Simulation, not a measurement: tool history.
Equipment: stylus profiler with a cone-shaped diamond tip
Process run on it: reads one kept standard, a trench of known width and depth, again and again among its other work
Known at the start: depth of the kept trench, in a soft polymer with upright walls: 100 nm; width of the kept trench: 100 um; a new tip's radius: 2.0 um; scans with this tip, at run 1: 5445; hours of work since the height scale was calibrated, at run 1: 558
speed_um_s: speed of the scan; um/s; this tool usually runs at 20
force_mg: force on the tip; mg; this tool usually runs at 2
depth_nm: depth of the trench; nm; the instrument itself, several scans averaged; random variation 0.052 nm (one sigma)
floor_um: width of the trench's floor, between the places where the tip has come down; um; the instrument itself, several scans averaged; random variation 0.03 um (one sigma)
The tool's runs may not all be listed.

run   hour  speed_um_s  force_mg  scans with this tip  hours of work since the height scale was calibrated  depth_nm  floor_um
  1      0          20         2                 5445                                                  558    100.66     98.19
  2   16.3          20         2                 5570                                                  571    100.61     98.18
  3   26.5          20         2                 5648                                                  579    100.57     98.17
  4   37.2          20         2                 5730                                                  588    100.62     98.11
  5   48.4          20         2                 5816                                                  596    100.66     98.09
  6   61.2          20         2                 5914                                                  606    100.56     98.17
  7   70.7          23         2                 5987                                                  614    100.61     98.12
  8   86.6          23         2                 6109                                                  626    100.63     98.11
  9  107.1          23         2                 6266                                                  642    100.64     98.15
 10  124.5          20         2                 6399                                                  656    100.64     98.07
 11  135.1          20         2                 6480                                                  664     100.7     98.06
 12  157.1          20         2                 6649                                                  682    100.58      98.1
 13  170.3          20      4.76                 6750                                                  692    101.03     98.08
 14  179.6          20      4.76                 6822                                                  699    101.02     98.09
 15    200          17         2                 6978                                                  715    100.68     98.08
 16  217.7          17         2                 7114                                                  729    100.62     98.02
 17    238          17         2                 7270                                                  745    100.72     98.06
 18  252.8          17         2                 7383                                                  757    100.62     98.11
 19  263.4          20      0.73                 7464                                                  765     100.4     97.99
 20  285.2          20      1.24                 7631                                                  782    100.43     97.98
 21  299.4          20       0.9                 7740                                                  794    100.42     98.04
 22  314.9          20       0.9                 7859                                                  806    100.45     97.97
 23  336.1          20       0.9                 8021                                                  822    100.43     97.95
 24  353.7          20         2                 8156                                                  836    100.78     98.04
 25    368          62      2.52                 8266                                                  848    100.85     97.86
 26    384          62      2.52                 8388                                                  860    100.76     97.82
 27  395.9          62       1.3                 8480                                                  870     100.6     97.79
 28  410.5          62      0.85                 8592                                                  881    100.44     97.68
 29  424.7          62      0.85                 8701                                                  892    100.39     97.67
 30    434          62      0.85                 8772                                                  899    100.45     97.59
     443.5  -- new tip fitted, height scale calibrated
 31  446.7          62      0.85                   25                                                    3    100.36      98.4
 32  467.1          62      4.56                  181                                                   19    100.78     98.58
 33  485.5           6      4.56                  322                                                   33    100.89     98.63
 34  497.7          14      3.77                  416                                                   43    100.76     98.68
 35    510          20      3.54                  510                                                   52     100.7     98.65
 36  523.2          20      3.54                  611                                                   63    100.83     98.63
 37  544.6          20      3.54                  776                                                   79     100.8     98.67
 38  557.3          20      3.54                  873                                                   89    100.77     98.62
 39  575.1           9       1.3                 1010                                                  104    100.34     98.56
 40  595.4           9       1.3                 1165                                                  119    100.39     98.59
 41  611.1           7      1.33                 1285                                                  132    100.41      98.6
 42  630.6           7      1.33                 1435                                                  147    100.35     98.53
 43  651.1           7      1.33                 1592                                                  163     100.4     98.54
 44  671.7           7         2                 1750                                                  179    100.57     98.61
 45  691.5          34      0.82                 1902                                                  195    100.36     98.35
 46  714.2          55      3.39                 2075                                                  213    100.78     98.37
 47  731.5          76      1.55                 2208                                                  226    100.47     98.19
 48  749.6          76      1.55                 2347                                                  241    100.49     98.21

Consider 3 possible next runs. They are alternatives, not a sequence: every one starts from the tool as it was left by run 48. What does each give?
  A  760.9          18      5.57                 2434                                                  250         ?         ?
  B  760.9          70      1.01                 2434                                                  250         ?         ?
  C  760.9          34       1.3                 2434                                                  250         ?         ?

run  depth_nm  floor_um
  A    101.09     98.45
  B    100.43     98.11
  C    100.47     98.36
With the hidden condition removed and each run's random variation left untouched, the same runs would have given:
run  depth_nm  floor_um
  A    101.04     98.69
  B    100.37     98.35
  C    100.41      98.6
